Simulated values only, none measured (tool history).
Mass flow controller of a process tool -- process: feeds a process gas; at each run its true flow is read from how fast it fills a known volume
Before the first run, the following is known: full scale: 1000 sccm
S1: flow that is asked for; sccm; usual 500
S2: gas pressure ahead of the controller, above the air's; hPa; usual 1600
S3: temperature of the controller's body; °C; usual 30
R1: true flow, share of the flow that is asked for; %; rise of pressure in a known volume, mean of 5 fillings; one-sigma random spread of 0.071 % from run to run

run    hour   S1    S2  S3      R1
  1     0.0  500  1600  30   98.69
  2   154.4  500  1600  30   98.92
  3   278.1  658  1600  30   98.99
  4   422.9  500  1600  30   98.70
  5   518.3  500  1600  34   99.10
  6   613.5  462  1600  30   98.64
  7   718.3  462  1600  30   98.50
  8   796.4  462  1600  30   98.65
  9   862.3  462  1600  30   98.55
 10   940.7  462  1600  30   98.67
 11  1019.9  462  1600  30   98.51
 12  1099.8  462  1600  30   98.61
 13  1175.8  462  1600  30   98.56
 14  1263.0  500  1600  30   98.64
 15  1399.5  500  1600  30   98.52
 16  1476.0  500  1600  30   98.64
 17  1590.0  500  1600  30   98.57
 18  1693.0  500  1600  30   98.51
     1702.6  -- controller's zero set anew
 19  1776.7  176  1680  35  100.51
 20  1906.0  120  2460  25  100.55
     1955.6  -- controller's zero set anew, once more
 21  2024.0  120  2460  25   96.48
 22  2153.5  949  2430  30   98.57
 23  2231.2  145  2520  30   96.93
 24  2305.7  145  2520  30   96.95
 25  2416.7  340  1600  36   98.00
 26  2486.9  636  1600  36   98.61
 27  2558.7  636  1600  36   98.59
 28  2630.2  636  1600  36   98.57
 29  2741.1  636  1600  36   98.55
 30  2822.7  604  2110  25   97.29
 31  2963.3  604  2110  25   97.38
 32  3108.9  130  1890  25   96.71

Had the tool no unlogged condition, and each run kept its random variation, what would the results have been?
What the log doesn't record here: flow at rest that the sensor doesn't see, % of full scale; true flow over the shown one, %; drift of the gauge itself on true_pct, %.
run      R1
  1   99.36
  2   99.62
  3   99.83
  4   99.44
  5   99.85
  6   99.35
  7   99.23
  8   99.39
  9   99.30
 10   99.43
 11   99.28
 12   99.38
 13   99.34
 14   99.48
 15   99.38
 16   99.51
 17   99.46
 18   99.42
 19   99.20
 20   97.87
 21   98.02
 22  100.23
 23   98.47
 24   98.48
 25   99.64
 26  100.32
 27  100.31
 28  100.29
 29  100.29
 30   99.05
 31   99.16
 32   98.12

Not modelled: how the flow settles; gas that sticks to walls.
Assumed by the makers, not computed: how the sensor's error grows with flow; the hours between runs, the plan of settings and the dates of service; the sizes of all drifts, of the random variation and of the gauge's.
